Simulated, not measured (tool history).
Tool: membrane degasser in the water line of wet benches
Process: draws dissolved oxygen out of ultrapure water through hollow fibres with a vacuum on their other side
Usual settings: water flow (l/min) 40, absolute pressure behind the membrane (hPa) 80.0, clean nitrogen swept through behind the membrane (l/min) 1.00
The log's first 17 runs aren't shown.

run	hour	water flow (l/min)	absolute pressure behind the membrane (hPa)	clean nitrogen swept through behind the membrane (l/min)	hours since the membrane was changed	hours since the vacuum gauge was calibrated	hours since the vacuum lines were made tight	dissolved oxygen in the water behind the degasser (ppb)	pressure that the water loses in the fibres (hPa)
18	3067.1	36	88.3	0.52	4897	1944	2734	684.6	587.2
19	3271.7	41	68.1	0.52	5102	2148	2938	516.5	668.2
20	3465.0	41	68.1	0.52	5295	2342	3132	511.1	665.4
21	3624.4	40	114.1	2.40	5455	2501	3291	352.7	653.3
22	3797.8	40	94.9	2.40	5628	2675	3464	291.8	652.7
23	4017.5	29	94.9	2.40	5848	2894	3684	201.4	469.5
24	4156.9	26	51.3	2.40	5987	3034	3823	72.2	422.6
25	4330.6	26	51.3	2.40	6161	3207	3997	71.7	424.7
26	4473.1	40	171.2	1.28	6303	3350	4140	877.9	648.6
27	4591.7	40	171.2	1.28	6422	3468	4258	867.2	650.0
28	4782.0	40	171.2	1.28	6612	3659	4449	873.1	654.4
29	5003.5	28	80.0	2.68	6834	3880	4670	142.9	455.5
# hour 5144.0: vacuum gauge calibrated
30	5184.8	28	80.0	2.68	7015	41	4851	142.1	454.2
31	5347.3	40	192.4	2.49	7177	203	5013	595.6	648.2

Forecast each of these 4 alternatives for the next run:
A	5591.2	40	80.0	0.90	7421	447	5257	?	?
B	5591.2	61	64.7	0.70	7421	447	5257	?	?
C	5591.2	40	167.0	2.18	7421	447	5257	?	?
D	5591.2	58	161.7	1.51	7421	447	5257	?	?

run	dissolved oxygen in the water behind the degasser (ppb)	pressure that the water loses in the fibres (hPa)
A	449.0	651.1
B	564.1	992.6
C	573.3	656.5
D	993.5	940.1
Without the tool's hidden state the same runs would have given:
run	dissolved oxygen in the water behind the degasser (ppb)	pressure that the water loses in the fibres (hPa)
A	459.7	650.8
B	577.4	992.1
C	586.8	656.2
D	1017.1	939.6

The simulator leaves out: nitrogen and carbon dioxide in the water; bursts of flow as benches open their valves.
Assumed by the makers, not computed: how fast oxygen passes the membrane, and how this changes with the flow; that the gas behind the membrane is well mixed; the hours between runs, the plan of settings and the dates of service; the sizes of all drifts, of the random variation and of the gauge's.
